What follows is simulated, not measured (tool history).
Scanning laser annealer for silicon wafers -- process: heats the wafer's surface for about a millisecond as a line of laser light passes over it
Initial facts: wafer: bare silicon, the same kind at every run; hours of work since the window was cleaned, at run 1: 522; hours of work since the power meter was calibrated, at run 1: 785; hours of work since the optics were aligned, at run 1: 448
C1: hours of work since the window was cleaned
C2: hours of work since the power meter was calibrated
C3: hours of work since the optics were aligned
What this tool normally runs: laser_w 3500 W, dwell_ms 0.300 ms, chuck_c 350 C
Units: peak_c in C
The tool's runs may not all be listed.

run 1 hour=0.0 | laser_w=3500 dwell_ms=0.300 chuck_c=350 | C1=522 C2=785 C3=448 | peak_c=1050
run 2 hour=17.7 | laser_w=3500 dwell_ms=0.300 chuck_c=343 | C1=532 C2=795 C3=457 | peak_c=1046
run 3 hour=41.5 | laser_w=3500 dwell_ms=0.300 chuck_c=343 | C1=546 C2=808 C3=471 | peak_c=1044
run 4 hour=58.0 | laser_w=3500 dwell_ms=0.300 chuck_c=343 | C1=555 C2=817 C3=480 | peak_c=1043
run 5 hour=78.3 | laser_w=3500 dwell_ms=0.300 chuck_c=350 | C1=566 C2=829 C3=491 | peak_c=1046
run 6 hour=106.2 | laser_w=3500 dwell_ms=0.300 chuck_c=350 | C1=582 C2=844 C3=507 | peak_c=1047
run 7 hour=132.5 | laser_w=3500 dwell_ms=0.300 chuck_c=350 | C1=596 C2=859 C3=521 | peak_c=1049
run 8 hour=151.7 | laser_w=3500 dwell_ms=0.345 chuck_c=350 | C1=607 C2=869 C3=532 | peak_c=1103
run 9 hour=173.2 | laser_w=3500 dwell_ms=0.300 chuck_c=350 | C1=619 C2=881 C3=544 | peak_c=1043
run 10 hour=201.0 | laser_w=3500 dwell_ms=0.300 chuck_c=350 | C1=634 C2=897 C3=559 | peak_c=1045
run 11 hour=225.8 | laser_w=3500 dwell_ms=0.371 chuck_c=350 | C1=648 C2=911 C3=573 | peak_c=1133
run 12 hour=244.8 | laser_w=3500 dwell_ms=0.371 chuck_c=350 | C1=659 C2=921 C3=584 | peak_c=1134
run 13 hour=271.0 | laser_w=3500 dwell_ms=0.239 chuck_c=350 | C1=673 C2=936 C3=598 | peak_c=955
run 14 hour=290.7 | laser_w=3500 dwell_ms=0.300 chuck_c=350 | C1=684 C2=947 C3=609 | peak_c=1041
run 15 hour=324.4 | laser_w=3500 dwell_ms=0.300 chuck_c=315 | C1=703 C2=965 C3=628 | peak_c=1003
-- hour=340.7 window over the wafer cleaned
run 16 hour=349.4 | laser_w=3500 dwell_ms=0.300 chuck_c=315 | C1=5 C2=978 C3=641 | peak_c=1042
run 17 hour=380.4 | laser_w=3500 dwell_ms=0.300 chuck_c=315 | C1=22 C2=995 C3=658 | peak_c=1047
run 18 hour=405.7 | laser_w=3500 dwell_ms=0.300 chuck_c=315 | C1=36 C2=1009 C3=672 | peak_c=1045
run 19 hour=424.1 | laser_w=3500 dwell_ms=0.300 chuck_c=315 | C1=46 C2=1020 C3=682 | peak_c=1043
-- hour=430.3 laser's power meter calibrated
run 20 hour=455.9 | laser_w=3500 dwell_ms=0.361 chuck_c=350 | C1=62 C2=14 C3=698 | peak_c=1161
run 21 hour=491.3 | laser_w=3500 dwell_ms=0.242 chuck_c=350 | C1=82 C2=34 C3=718 | peak_c=992
run 22 hour=522.0 | laser_w=3714 dwell_ms=0.236 chuck_c=374 | C1=99 C2=51 C3=735 | peak_c=1049
run 23 hour=557.9 | laser_w=3714 dwell_ms=0.236 chuck_c=374 | C1=119 C2=71 C3=755 | peak_c=1050
run 24 hour=580.5 | laser_w=3008 dwell_ms=0.300 chuck_c=350 | C1=132 C2=83 C3=768 | peak_c=952
run 25 hour=608.0 | laser_w=3617 dwell_ms=0.289 chuck_c=381 | C1=147 C2=99 C3=783 | peak_c=1113
run 26 hour=644.7 | laser_w=3500 dwell_ms=0.236 chuck_c=326 | C1=167 C2=119 C3=803 | peak_c=955
-- hour=659.4 laser's power meter calibrated, once more
run 27 hour=669.2 | laser_w=3500 dwell_ms=0.288 chuck_c=313 | C1=179 C2=5 C3=815 | peak_c=1009
run 28 hour=695.9 | laser_w=3500 dwell_ms=0.300 chuck_c=351 | C1=194 C2=20 C3=830 | peak_c=1063
run 29 hour=719.8 | laser_w=3500 dwell_ms=0.300 chuck_c=351 | C1=207 C2=34 C3=843 | peak_c=1061
run 30 hour=758.2 | laser_w=3500 dwell_ms=0.300 chuck_c=351 | C1=229 C2=55 C3=865 | peak_c=1063
run 31 hour=792.9 | laser_w=3500 dwell_ms=0.300 chuck_c=351 | C1=248 C2=74 C3=884 | peak_c=1062
run 32 hour=814.7 | laser_w=3500 dwell_ms=0.218 chuck_c=337 | C1=260 C2=86 C3=896 | peak_c=928
run 33 hour=849.3 | laser_w=3500 dwell_ms=0.218 chuck_c=337 | C1=279 C2=106 C3=915 | peak_c=925
run 34 hour=883.1 | laser_w=3500 dwell_ms=0.225 chuck_c=323 | C1=298 C2=124 C3=934 | peak_c=923
run 35 hour=901.7 | laser_w=3434 dwell_ms=0.225 chuck_c=318 | C1=309 C2=135 C3=944 | peak_c=904
run 36 hour=924.2 | laser_w=3726 dwell_ms=0.244 chuck_c=328 | C1=321 C2=147 C3=957 | peak_c=1000
run 37 hour=953.0 | laser_w=3726 dwell_ms=0.244 chuck_c=328 | C1=337 C2=163 C3=973 | peak_c=1001
run 38 hour=982.8 | laser_w=3769 dwell_ms=0.294 chuck_c=323 | C1=354 C2=180 C3=990 | peak_c=1081
run 39 hour=1019.6 | laser_w=3165 dwell_ms=0.300 chuck_c=350 | C1=374 C2=200 C3=1010 | peak_c=969
run 40 hour=1050.7 | laser_w=3165 dwell_ms=0.300 chuck_c=350 | C1=391 C2=218 C3=1027 | peak_c=970

Selected run-to-run steps in peak_c, each split into two signed amounts: the part the tool would show with no hidden state at all (from settings, incoming material and random variation), and the remainder, which goes to the hidden state together with any gauge scatter not common to the measured and the hidden-state-free results:
What the log doesn't record here: light that passes the window, % of a clean one's; laser's true power over the reading, %; width of the line over the set one, %; drift of the gauge itself on peak_c, C.
Run 12 -> 13: dwell_ms 0.371 -> 0.239. peak_c -179 C: hidden state +11, all else -190.
Run 15 -> 16: window over the wafer cleaned. peak_c +39 C: hidden state +42, all else -3.
Run 20 -> 21: dwell_ms 0.361 -> 0.242. peak_c -169 C: hidden state +0, all else -169.
Run 24 -> 25: laser_w 3008 -> 3617, dwell_ms 0.300 -> 0.289, chuck_c 350 -> 381. peak_c +161 C: hidden state -3, all else +164.
Run 26 -> 27: dwell_ms 0.236 -> 0.288, chuck_c 326 -> 313, laser's power meter calibrated, once more. peak_c +54 C: hidden state -10, all else +64.
